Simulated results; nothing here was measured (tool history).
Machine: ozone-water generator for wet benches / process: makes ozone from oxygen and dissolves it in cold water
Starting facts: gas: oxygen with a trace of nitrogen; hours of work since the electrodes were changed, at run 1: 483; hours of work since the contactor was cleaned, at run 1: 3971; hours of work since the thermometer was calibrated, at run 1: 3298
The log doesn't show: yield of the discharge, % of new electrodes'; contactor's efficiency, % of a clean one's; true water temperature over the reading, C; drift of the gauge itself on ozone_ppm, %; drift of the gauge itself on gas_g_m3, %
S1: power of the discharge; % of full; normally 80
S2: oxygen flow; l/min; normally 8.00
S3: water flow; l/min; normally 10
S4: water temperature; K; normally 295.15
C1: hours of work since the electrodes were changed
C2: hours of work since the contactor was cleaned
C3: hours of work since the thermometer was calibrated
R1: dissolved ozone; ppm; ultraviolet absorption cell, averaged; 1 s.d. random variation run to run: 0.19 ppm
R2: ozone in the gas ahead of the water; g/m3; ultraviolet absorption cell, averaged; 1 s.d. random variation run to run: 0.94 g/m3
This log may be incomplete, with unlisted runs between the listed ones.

run,day,S1,S2,S3,S4,C1,C2,C3,R1,R2
1,0.000,80,8.00,10,295.15,483,3971,3298,27.1,159.6
2,1.504,80,8.00,6,295.15,512,4001,3327,33.2,159.6
3,2.883,80,8.00,6,295.15,539,4027,3354,33.6,160.3
# day 4.862: contactor cleaned
4,4.875,80,8.00,10,295.15,574,0,3389,27.3,160.0
5,6.188,80,8.00,10,295.15,600,26,3415,27.0,161.5
6,7.212,80,8.00,10,295.15,620,46,3434,27.1,161.3
7,9.046,68,8.00,10,295.15,655,81,3470,23.4,140.4
8,10.833,68,8.00,10,295.15,690,116,3505,23.2,137.9
9,12.829,80,8.00,15,295.15,729,155,3543,21.5,163.7
10,14.508,80,8.00,15,295.15,761,187,3576,21.5,163.6
11,16.392,80,8.00,15,295.15,798,224,3613,21.4,163.3
12,18.838,80,8.74,10,298.15,845,271,3660,24.6,155.8
13,20.929,80,8.74,10,298.15,886,312,3701,24.3,154.9
# day 21.104: gauge calibrated
14,22.938,63,8.74,10,290.15,925,351,3740,23.9,123.1
15,24.138,62,8.00,10,295.15,948,374,3763,21.2,128.9
16,25.267,62,8.00,10,295.15,970,396,3785,21.4,126.5
17,26.608,41,9.76,10,295.15,996,422,3811,14.2,78.8
18,28.929,80,6.31,10,295.15,1041,467,3856,28.6,183.9
19,30.129,69,8.00,13,295.15,1065,490,3879,20.4,142.4

What does the tool deliver on the next run?
20,32.342,69,8.00,13,295.15,1108,533,3922,?,?

R1: 20.9 ppm
R2: 143.0 g/m3
On a tool with no hidden condition, and with the same random variation, this run would have come out at R1 20.9 ppm, R2 140.8 g/m3.

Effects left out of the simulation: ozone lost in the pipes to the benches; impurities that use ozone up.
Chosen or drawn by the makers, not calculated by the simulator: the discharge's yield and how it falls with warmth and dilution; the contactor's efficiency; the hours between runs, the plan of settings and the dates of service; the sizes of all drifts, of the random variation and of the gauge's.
